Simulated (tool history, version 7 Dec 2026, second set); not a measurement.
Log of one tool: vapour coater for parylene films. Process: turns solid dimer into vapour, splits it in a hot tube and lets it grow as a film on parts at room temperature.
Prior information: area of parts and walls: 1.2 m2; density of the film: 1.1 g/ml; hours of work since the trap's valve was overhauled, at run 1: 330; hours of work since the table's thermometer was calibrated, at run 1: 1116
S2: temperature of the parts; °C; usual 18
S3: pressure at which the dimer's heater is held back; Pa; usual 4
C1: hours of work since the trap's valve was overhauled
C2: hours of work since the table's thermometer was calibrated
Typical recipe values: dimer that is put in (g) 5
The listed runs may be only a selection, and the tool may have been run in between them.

run 1 hour=0 | dimer_that_is_put_in_(g)=5 S2=18 S3=4 | C1=330 C2=1116 | thickness_of_the_film_(um)=2.88
run 2 hour=32.4 | dimer_that_is_put_in_(g)=5 S2=18 S3=8.44 | C1=355 C2=1141 | thickness_of_the_film_(um)=2.53
run 3 hour=54.6 | dimer_that_is_put_in_(g)=2 S2=18 S3=4 | C1=373 C2=1159 | thickness_of_the_film_(um)=1.17
run 4 hour=82.8 | dimer_that_is_put_in_(g)=2 S2=18 S3=4 | C1=395 C2=1181 | thickness_of_the_film_(um)=1.14
run 5 hour=110.3 | dimer_that_is_put_in_(g)=5 S2=18 S3=4 | C1=416 C2=1202 | thickness_of_the_film_(um)=2.87
run 6 hour=131.4 | dimer_that_is_put_in_(g)=8 S2=26 S3=4 | C1=433 C2=1218 | thickness_of_the_film_(um)=3.25
run 7 hour=152.3 | dimer_that_is_put_in_(g)=8 S2=26 S3=4 | C1=449 C2=1235 | thickness_of_the_film_(um)=3.27
run 8 hour=183.6 | dimer_that_is_put_in_(g)=8 S2=26 S3=4 | C1=473 C2=1259 | thickness_of_the_film_(um)=3.22
run 9 hour=203.3 | dimer_that_is_put_in_(g)=8 S2=26 S3=4 | C1=489 C2=1274 | thickness_of_the_film_(um)=3.19
run 10 hour=219.4 | dimer_that_is_put_in_(g)=8 S2=26 S3=4 | C1=501 C2=1287 | thickness_of_the_film_(um)=3.21

3 ways to go on from here, each from the tool as it stands after run 10. What would each give?
run A hour=238.5 | dimer_that_is_put_in_(g)=5 S2=15 S3=10.66 | C1=516 C2=1302 | thickness_of_the_film_(um)=?
run B hour=238.5 | dimer_that_is_put_in_(g)=6 S2=12 S3=3.68 | C1=516 C2=1302 | thickness_of_the_film_(um)=?
run C hour=238.5 | dimer_that_is_put_in_(g)=4 S2=17 S3=8.84 | C1=516 C2=1302 | thickness_of_the_film_(um)=?

run=A thickness_of_the_film_(um)=2.69
run=B thickness_of_the_film_(um)=4.05
run=C thickness_of_the_film_(um)=2.06
What these runs would have given with no unlogged condition in the tool:
run=A thickness_of_the_film_(um)=2.94
run=B thickness_of_the_film_(um)=4.49
run=C thickness_of_the_film_(um)=2.24
